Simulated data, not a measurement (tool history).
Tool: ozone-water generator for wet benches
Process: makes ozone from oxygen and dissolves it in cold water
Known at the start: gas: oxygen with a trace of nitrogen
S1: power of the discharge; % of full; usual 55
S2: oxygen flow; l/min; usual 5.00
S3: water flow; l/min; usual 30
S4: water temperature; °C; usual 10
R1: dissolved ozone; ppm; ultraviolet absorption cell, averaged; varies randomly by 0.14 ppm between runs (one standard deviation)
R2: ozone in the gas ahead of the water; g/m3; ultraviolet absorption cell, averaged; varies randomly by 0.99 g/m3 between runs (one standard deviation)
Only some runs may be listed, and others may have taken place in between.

run   hour  S1    S2  S3  S4    R1     R2
  1    0.0  55  5.00  30  10  14.2  167.2
  2   47.3  55  5.00  30   6  14.7  164.9
  3   80.5  55  3.53  30   6  13.2  192.5
  4  111.5  55  5.00  30   7  14.7  164.0
  5  137.5  55  5.00  30   7  14.6  164.7
  6  162.0  55  5.00  30  10  14.5  165.7
  7  204.9  75  5.00  30  10  18.3  210.3
  8  252.2  75  5.00  30  10  18.2  211.5
  9  291.5  75  5.00  30  10  18.3  211.8
 10  324.5  75  5.00  30  10  18.2  210.6
 11  369.9  55  5.00  30  10  14.1  163.7
 12  411.1  55  4.48  30  10  13.5  173.3
 13  438.8  55  5.00  30  10  14.1  164.3
 14  462.9  55  5.00  30  10  14.4  162.1
 15  506.4  55  5.00  30  10  14.0  163.3
 16  543.8  55  5.00  30  10  14.0  164.0
 17  579.3  55  5.00  30  10  14.0  163.7
 18  622.8  55  4.71  30  10  13.6  168.1
 19  670.2  68  7.83  30   6  19.0  159.3
 20  713.9  80  4.13  30  10  17.7  238.5
 21  736.4  80  4.13  30  10  17.8  238.7
 22  775.3  92  5.00  38  10  16.9  246.3

What does the tool deliver on the next run?
 23  817.0  92  5.00  38  10   ?   ?

R1: 16.7 ppm
R2: 244.3 g/m3
On a tool with no hidden condition, and with the same random variation, this run would have come out at R1 19.2 ppm, R2 264.1 g/m3.

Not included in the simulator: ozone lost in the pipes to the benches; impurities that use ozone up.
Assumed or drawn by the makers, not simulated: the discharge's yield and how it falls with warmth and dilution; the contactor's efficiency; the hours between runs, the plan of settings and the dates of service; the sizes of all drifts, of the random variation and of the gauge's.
